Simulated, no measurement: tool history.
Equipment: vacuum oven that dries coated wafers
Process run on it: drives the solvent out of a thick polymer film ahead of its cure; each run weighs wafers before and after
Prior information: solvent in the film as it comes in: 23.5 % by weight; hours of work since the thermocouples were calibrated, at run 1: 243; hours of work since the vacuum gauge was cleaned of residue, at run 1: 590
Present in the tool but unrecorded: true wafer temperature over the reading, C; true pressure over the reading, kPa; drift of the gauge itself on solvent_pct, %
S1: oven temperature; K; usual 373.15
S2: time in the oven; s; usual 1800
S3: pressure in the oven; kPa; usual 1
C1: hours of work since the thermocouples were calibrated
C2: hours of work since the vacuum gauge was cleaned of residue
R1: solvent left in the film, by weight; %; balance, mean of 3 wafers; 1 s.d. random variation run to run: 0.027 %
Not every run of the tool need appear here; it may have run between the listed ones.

run     day      S1    S2    S3   C1    C2     R1
  1       0  373.15  1800     1  243   590   4.24
  2   0.583  373.15  1800     1  254   600   4.28
  3   0.938  373.15  1800     1  261   607    4.2
  4   1.604  373.15  1800     1  273   619   4.24
  5   1.938  373.15  1800     1  279   625   4.28
  6     2.3  373.15  1800     1  286   632   4.16
  7   2.867  373.15  1800     1  296   643   4.25
  8   3.358  373.15  1800     1  305   652   4.25
  9   3.804  373.15  1800     1  314   660   4.25
 10   4.446  373.15  1800     1  326   672   4.24
 11   4.879  375.15  1800     1  334   680   3.73
 12   5.633  373.15  1800     1  348   694   4.21
 13   6.192  373.15  1800     1  358   704   4.25
 14   6.917  358.15  1800     1  371   717   8.86
 15   7.338  373.15  1800     1  379   725   4.23
 16   8.075  373.15  1800     1  393   739   4.26
 17   8.779  379.15  1800     1  406   752    2.8
 18   9.325  376.15  1800     1  416   762   3.49
 19    9.65  376.15  1800     1  422   768   3.49
 20  10.129  376.15  1800     1  431   777   3.48
 21  10.842  376.15  1800   0.6  444   790   3.23
 22  11.604  373.15  1800     1  458   804   4.21
 23  11.938  373.15  1800     1  464   810   4.29
 24  12.467  373.15  1800     1  474   820   4.24
 25  12.912  373.15  1800     1  482   828   4.21
 26  13.542  373.15  1800     1  494   840   4.23
 27  13.938  379.15  1200  1.69  501   847    5.4
 28  14.267  379.15  1200  1.69  507   853   5.46
 29  15.004  375.15  3000  1.69  521   867   2.09
 30  15.383  375.15  3000  1.69  528   874   2.09
 31  15.771  375.15  3000  1.69  535   881   2.08
 32  16.117  379.15  1800  0.59  541   887   2.57
 33  16.867  379.15  1800  0.59  555   901   2.58
 34  17.629  379.15  1800  0.59  569   915   2.59
 35  18.408  379.15  1800  0.59  584   930   2.55
 36  18.933  373.15  1800  0.58  593   939   3.91
 37  19.571  373.15  2820  0.59  605   951   1.82
 38  20.317  369.15  2820  1.26  619   965   3.13
 39  20.733  369.15  1260  1.26  627   973   7.89
 40  21.433  373.15  2340  1.61  639   985   3.28
 41  21.883  373.15  2340  1.61  648   994   3.29
 42  22.404  368.15  2220  3.55  657  1003    6.4
 43  22.788  373.15  1800  0.52  665  1011   3.94
 44  23.204  373.15  1800  0.52  672  1018   3.92
 45  23.646  373.15  1800  0.52  680  1026   3.93
 46  24.254  373.15  1800  0.52  692  1038   3.94
 47  24.738  363.15  1200  1.51  701  1047  10.19
 48  25.367  363.15  1200  1.51  712  1058  10.18

Predict each of these 3 candidate next runs independently; none follows another, all start after run 48:
  A  25.871  386.15  1560  1.94  721  1067   ?
  B  25.871  383.15  1800     1  721  1067   ?
  C  25.871  373.15  3180     1  721  1067   ?

run    R1
  A  2.52
  B  2.05
  C  1.74
Had the tool no hidden state, the same runs would have come out as:
run    R1
  A  2.51
  B  2.04
  C  1.72
